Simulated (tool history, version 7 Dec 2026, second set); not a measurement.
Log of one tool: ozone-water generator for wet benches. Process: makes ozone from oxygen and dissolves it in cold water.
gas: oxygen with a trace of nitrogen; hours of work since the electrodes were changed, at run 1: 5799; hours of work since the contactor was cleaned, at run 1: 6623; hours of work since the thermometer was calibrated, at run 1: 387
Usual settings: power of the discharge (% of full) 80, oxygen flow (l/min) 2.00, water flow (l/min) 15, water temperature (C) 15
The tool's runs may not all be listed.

run	hour	power of the discharge (% of full)	oxygen flow (l/min)	water flow (l/min)	water temperature (C)	hours of work since the electrodes were changed	hours of work since the contactor was cleaned	hours of work since the thermometer was calibrated	dissolved ozone (ppm)	ozone in the gas ahead of the water (g/m3)
1	0.0	80	2.00	15	15	5799	6623	387	15.5	211.5
2	78.4	80	2.00	15	15	5866	6689	453	15.5	209.5
3	155.5	62	2.00	15	15	5931	6755	519	12.8	178.5
4	268.7	62	2.00	15	15	6027	6851	615	12.9	175.5
# hour 389.8: contactor cleaned
5	389.8	62	2.00	15	15	6127	0	715	13.6	175.5
6	485.0	62	2.00	15	9	6208	81	796	14.2	174.5
7	601.8	62	2.00	15	9	6307	180	895	14.2	174.9
8	767.5	62	2.00	15	9	6448	321	1036	14.1	173.4
9	899.6	62	2.00	14	9	6560	433	1148	14.9	174.0
10	1059.7	62	2.00	14	9	6696	569	1284	14.9	173.4
11	1228.9	80	2.00	15	15	6840	713	1428	15.9	207.7
12	1326.0	80	2.00	15	15	6922	795	1510	15.7	204.0
13	1429.2	80	2.00	20	15	7010	883	1598	12.1	207.3
14	1565.6	80	2.00	20	15	7126	999	1714	12.0	203.6
15	1646.8	80	2.00	20	15	7195	1068	1783	12.2	202.1
16	1788.9	80	2.09	15	15	7316	1189	1903	15.7	198.7
17	1924.3	80	2.09	15	15	7431	1304	2019	15.8	200.3
18	2008.0	80	1.10	17	15	7502	1375	2090	10.8	253.8
19	2087.6	80	1.10	17	15	7570	1443	2157	10.6	251.5
20	2197.8	80	2.00	17	17	7663	1536	2251	13.8	201.9
21	2304.6	80	1.22	12	9	7754	1627	2342	16.4	244.0
22	2414.0	57	1.11	12	9	7847	1720	2435	12.4	198.9
23	2495.0	57	1.11	12	9	7916	1789	2503	12.2	200.1
24	2652.2	46	2.00	15	11	8049	1922	2637	10.8	136.3
25	2743.6	45	2.28	10	11	8127	2000	2715	15.8	128.6
26	2880.4	45	2.28	10	11	8243	2116	2831	15.9	129.1
27	3017.1	49	1.60	18	7	8359	2232	2947	9.0	156.5
28	3157.8	45	2.82	13	16	8479	2352	3067	12.6	118.4
29	3282.9	76	2.58	15	12	8585	2458	3173	16.1	172.7
30	3434.4	80	1.16	10	7	8714	2587	3302	18.4	241.7
31	3541.1	80	2.40	15	10	8805	2678	3392	16.5	182.2
32	3618.5	78	1.36	9	21	8870	2743	3458	18.4	224.2

4 ways to go on from here, each from the tool as it stands after run 32. What would each give?
A	3791.5	78	1.36	9	11	9017	2890	3605	?	?
B	3791.5	80	2.01	13	9	9017	2890	3605	?	?
C	3791.5	50	2.00	22	9	9017	2890	3605	?	?
D	3791.5	78	2.06	15	21	9017	2890	3605	?	?

run	dissolved ozone (ppm)	ozone in the gas ahead of the water (g/m3)
A	20.5	222.2
B	17.5	193.1
C	8.0	144.1
D	13.9	190.7
Without the tool's hidden state the same runs would have given:
run	dissolved ozone (ppm)	ozone in the gas ahead of the water (g/m3)
A	25.7	271.0
B	22.0	236.1
C	9.5	165.6
D	17.5	232.2
